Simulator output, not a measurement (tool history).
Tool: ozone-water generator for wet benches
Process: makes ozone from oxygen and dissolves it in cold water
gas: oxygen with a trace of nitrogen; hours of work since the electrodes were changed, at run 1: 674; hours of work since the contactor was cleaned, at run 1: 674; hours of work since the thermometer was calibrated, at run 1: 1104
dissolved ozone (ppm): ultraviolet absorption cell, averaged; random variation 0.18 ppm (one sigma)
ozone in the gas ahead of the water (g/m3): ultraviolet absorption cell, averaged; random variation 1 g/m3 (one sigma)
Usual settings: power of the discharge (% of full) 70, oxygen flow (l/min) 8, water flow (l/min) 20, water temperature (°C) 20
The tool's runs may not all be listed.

| run | hour | power of the discharge (% of full) | oxygen flow (l/min) | water flow (l/min) | water temperature (°C) | hours of work since the electrodes were changed | hours of work since the contactor was cleaned | hours of work since the thermometer was calibrated | dissolved ozone (ppm) | ozone in the gas ahead of the water (g/m3) |
|---|---|---|---|---|---|---|---|---|---|---|
| 1 | 0 | 70 | 8 | 20 | 20 | 674 | 674 | 1104 | 24.3 | 176 |
| 2 | 26.7 | 70 | 8 | 20 | 20 | 691 | 691 | 1120 | 24.3 | 174.2 |
| 3 | 60.1 | 70 | 8 | 20 | 20 | 712 | 712 | 1142 | 24.3 | 174.1 |
| 4 | 106.3 | 67 | 8 | 20 | 20 | 741 | 741 | 1171 | 23.3 | 167.9 |
| 5 | 130.6 | 67 | 8 | 20 | 20 | 757 | 757 | 1186 | 23.5 | 167.1 |
| 6 | 165.1 | 67 | 8 | 20 | 20 | 778 | 778 | 1208 | 23.2 | 167.4 |
| 7 | 198.2 | 70 | 6.62 | 20 | 20 | 799 | 799 | 1229 | 24.2 | 190.8 |
| 8 | 228.5 | 70 | 6.62 | 20 | 20 | 818 | 818 | 1248 | 24.1 | 190.7 |
| 9 | 261.1 | 70 | 6.62 | 20 | 20 | 839 | 839 | 1269 | 24.6 | 188.5 |
| 10 | 298.7 | 70 | 8 | 17 | 20 | 863 | 863 | 1292 | 26.6 | 171.9 |
| 11 | 339.9 | 70 | 8 | 17 | 20 | 889 | 889 | 1318 | 26.5 | 171.4 |
| 12 | 375 | 70 | 8 | 17 | 20 | 911 | 911 | 1341 | 26.2 | 169.5 |
| 13 | 402.8 | 70 | 8 | 17 | 20 | 929 | 929 | 1358 | 26 | 170.6 |
| 14 | 446.8 | 70 | 8 | 17 | 20 | 956 | 956 | 1386 | 26.3 | 170.5 |
| 15 | 483.2 | 70 | 8.59 | 20 | 20 | 979 | 979 | 1409 | 23 | 165.6 |
| 16 | 528 | 70 | 8 | 20 | 20 | 1008 | 1008 | 1437 | 23.6 | 170.9 |
| 17 | 557.3 | 70 | 8 | 26 | 20 | 1026 | 1026 | 1456 | 19.9 | 170.2 |
| 18 | 582.5 | 70 | 8 | 26 | 20 | 1042 | 1042 | 1472 | 19.6 | 170.3 |
| 19 | 625.4 | 59 | 7.74 | 13 | 13 | 1069 | 1069 | 1499 | 30.9 | 152.6 |
| 20 | 650 | 93 | 7.74 | 13 | 13 | 1085 | 1085 | 1515 | 42.3 | 213 |
| 21 | 673.9 | 93 | 7.74 | 13 | 13 | 1100 | 1100 | 1530 | 42.6 | 209.7 |
| 22 | 718.7 | 93 | 7.74 | 13 | 13 | 1128 | 1128 | 1558 | 42.4 | 211 |
| 23 | 751.7 | 93 | 7.74 | 13 | 13 | 1149 | 1149 | 1579 | 42.3 | 210.1 |
| 24 | 778.6 | 93 | 10.9 | 30 | 13 | 1166 | 1166 | 1596 | 23.7 | 176 |
| 25 | 814.7 | 50 | 8 | 24 | 20 | 1189 | 1189 | 1619 | 16 | 131.1 |
| 26 | 852.2 | 70 | 8 | 20 | 20 | 1213 | 1213 | 1642 | 23.2 | 167.2 |
| 27 | 889.9 | 78 | 8 | 20 | 22 | 1237 | 1237 | 1666 | 23.8 | 181.7 |
| 28 | 931.9 | 78 | 8 | 20 | 22 | 1263 | 1263 | 1693 | 24.1 | 181.2 |
| 29 | 971.2 | 70 | 8 | 20 | 20 | 1288 | 1288 | 1718 | 23.2 | 167.6 |
| 30 | 1006.9 | 67 | 8 | 20 | 20 | 1311 | 1311 | 1740 | 22.4 | 161.7 |
| 31 | 1038.9 | 67 | 8 | 20 | 20 | 1331 | 1331 | 1761 | 22.3 | 161.8 |
| 32 | 1065.5 | 94 | 7.72 | 20 | 19 | 1348 | 1348 | 1777 | 29 | 207.6 |
| 33 | 1109.8 | 94 | 7.72 | 20 | 19 | 1376 | 1376 | 1805 | 28.9 | 208.7 |

3 ways to go on from here, each from the tool as it stands after run 33. What would each give?
| A | 1144.5 | 94 | 6.09 | 20 | 14 | 1398 | 1398 | 1827 | ? | ? |
| B | 1144.5 | 70 | 10.02 | 27 | 12 | 1398 | 1398 | 1827 | ? | ? |
| C | 1144.5 | 70 | 4.21 | 20 | 25 | 1398 | 1398 | 1827 | ? | ? |

| run | dissolved ozone (ppm) | ozone in the gas ahead of the water (g/m3) |
|---|---|---|
| A | 31.5 | 235.7 |
| B | 20.6 | 149.1 |
| C | 21.8 | 235.6 |
Without the tool's hidden state the same runs would have given:
| run | dissolved ozone (ppm) | ozone in the gas ahead of the water (g/m3) |
|---|---|---|
| A | 36.3 | 260.8 |
| B | 23.5 | 161.9 |
| C | 24.6 | 255.9 |

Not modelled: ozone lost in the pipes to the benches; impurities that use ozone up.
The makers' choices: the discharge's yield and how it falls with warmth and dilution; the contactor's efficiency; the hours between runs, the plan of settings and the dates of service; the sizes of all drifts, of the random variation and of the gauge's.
